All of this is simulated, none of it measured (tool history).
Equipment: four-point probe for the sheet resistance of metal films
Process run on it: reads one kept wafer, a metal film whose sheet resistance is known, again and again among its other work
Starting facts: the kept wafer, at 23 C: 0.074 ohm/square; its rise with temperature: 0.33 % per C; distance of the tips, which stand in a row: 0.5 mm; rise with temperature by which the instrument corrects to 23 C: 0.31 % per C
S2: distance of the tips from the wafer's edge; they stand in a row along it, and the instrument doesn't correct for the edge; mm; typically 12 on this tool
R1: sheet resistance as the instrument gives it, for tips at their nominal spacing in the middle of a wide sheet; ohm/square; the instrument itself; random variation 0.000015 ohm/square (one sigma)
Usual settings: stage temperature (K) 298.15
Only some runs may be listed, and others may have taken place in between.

Run 1, hour 0.0: usual settings. Result: R1 0.074246 ohm/square.
Run 2, hour 90.2: usual settings. Result: R1 0.074226 ohm/square.
Run 3, hour 212.2: usual settings. Result: R1 0.074231 ohm/square.
Run 4, hour 329.7: usual settings. Result: R1 0.074256 ohm/square.
Run 5, hour 390.6: usual settings but S2 4 mm. Result: R1 0.074808 ohm/square.
Run 6, hour 479.8: usual settings but S2 4 mm. Result: R1 0.074814 ohm/square.
At hour 528.8: stage's thermometer calibrated.
Run 7, hour 547.0: usual settings. Result: R1 0.074287 ohm/square.
Run 8, hour 611.9: usual settings but stage temperature (K) 295.15. Result: R1 0.074289 ohm/square.
Run 9, hour 749.9: usual settings but stage temperature (K) 295.15. Result: R1 0.074258 ohm/square.
Run 10, hour 850.4: usual settings but stage temperature (K) 295.15, S2 4 mm. Result: R1 0.074799 ohm/square.
Run 11, hour 969.0: usual settings but stage temperature (K) 295.15, S2 4 mm. Result: R1 0.074830 ohm/square.
Run 12, hour 1084.7: usual settings. Result: R1 0.074323 ohm/square.
Run 13, hour 1193.3: usual settings. Result: R1 0.074314 ohm/square.
Run 14, hour 1303.7: usual settings. Result: R1 0.074319 ohm/square.
Run 15, hour 1415.9: usual settings but stage temperature (K) 299.15. Result: R1 0.074371 ohm/square.
Run 16, hour 1513.9: usual settings but stage temperature (K) 299.15. Result: R1 0.074372 ohm/square.
Run 17, hour 1621.0: usual settings but stage temperature (K) 299.15. Result: R1 0.074357 ohm/square.
Run 18, hour 1739.6: usual settings but S2 73 mm. Result: R1 0.074245 ohm/square.
Run 19, hour 1878.5: usual settings but S2 73 mm. Result: R1 0.074251 ohm/square.
Run 20, hour 1943.8: usual settings but S2 73 mm. Result: R1 0.074267 ohm/square.
Run 21, hour 2064.1: usual settings but S2 35 mm. Result: R1 0.074260 ohm/square.
Run 22, hour 2203.9: usual settings but S2 35 mm. Result: R1 0.074238 ohm/square.
Run 23, hour 2301.7: usual settings but S2 32 mm. Result: R1 0.074278 ohm/square.
Run 24, hour 2443.4: usual settings but stage temperature (K) 294.15, S2 8 mm. Result: R1 0.074328 ohm/square.
Run 25, hour 2559.8: usual settings but stage temperature (K) 303.15, S2 7 mm. Result: R1 0.074551 ohm/square.
Run 26, hour 2688.0: usual settings but stage temperature (K) 291.15, S2 3 mm. Result: R1 0.075221 ohm/square.
Run 27, hour 2767.0: usual settings but S2 24 mm. Result: R1 0.074281 ohm/square.
Run 28, hour 2838.5: usual settings but stage temperature (K) 308.15, S2 58 mm. Result: R1 0.074441 ohm/square.
Run 29, hour 2960.0: usual settings but S2 33 mm. Result: R1 0.074284 ohm/square.
Run 30, hour 3105.7: usual settings but S2 4 mm. Result: R1 0.074889 ohm/square.
Run 31, hour 3181.8: usual settings but S2 4 mm. Result: R1 0.074902 ohm/square.
Run 32, hour 3253.5: usual settings but stage temperature (K) 295.15, S2 16 mm. Result: R1 0.074259 ohm/square.
Run 33, hour 3324.3: usual settings but stage temperature (K) 294.15. Result: R1 0.074262 ohm/square.
Run 34, hour 3429.7: usual settings but S2 14 mm. Result: R1 0.074322 ohm/square.
Run 35, hour 3541.4: usual settings but S2 14 mm. Result: R1 0.074277 ohm/square.
Run 36, hour 3605.3: usual settings but S2 14 mm. Result: R1 0.074309 ohm/square.
Run 37, hour 3724.3: usual settings but stage temperature (K) 304.15, S2 38 mm. Result: R1 0.074389 ohm/square.
Run 38, hour 3818.6: usual settings but stage temperature (K) 295.15. Result: R1 0.074288 ohm/square.
Run 39, hour 3898.4: usual settings but stage temperature (K) 300.15. Result: R1 0.074374 ohm/square.
Run 40, hour 3977.6: usual settings but stage temperature (K) 295.15, S2 3 mm. Result: R1 0.075324 ohm/square.
Run 41, hour 4056.2: usual settings but stage temperature (K) 304.15, S2 21 mm. Result: R1 0.074397 ohm/square.
Run 42, hour 4134.7: usual settings but stage temperature (K) 304.15, S2 21 mm. Result: R1 0.074419 ohm/square.
Run 43, hour 4265.0: usual settings but stage temperature (K) 299.15, S2 20 mm. Result: R1 0.074312 ohm/square.
Run 44, hour 4379.7: usual settings but stage temperature (K) 294.15, S2 73 mm. Result: R1 0.074206 ohm/square.
Run 45, hour 4483.5: usual settings but stage temperature (K) 303.15, S2 5 mm. Result: R1 0.074766 ohm/square.

Forecast each of these 4 alternatives for the next run:
Run A, hour 4590.1: usual settings but stage temperature (K) 301.15, S2 13 mm. Result: R1 ?.
Run B, hour 4590.1: usual settings but stage temperature (K) 297.15, S2 19 mm. Result: R1 ?.
Run C, hour 4590.1: usual settings but S2 37 mm. Result: R1 ?.
Run D, hour 4590.1: usual settings but stage temperature (K) 299.15, S2 5 mm. Result: R1 ?.

run        R1
  A  0.074389
  B  0.074263
  C  0.074284
  D  0.074680
With the hidden condition removed and each run's random variation left untouched, the same runs would have given:
run        R1
  A  0.074154
  B  0.074029
  C  0.074050
  D  0.074444
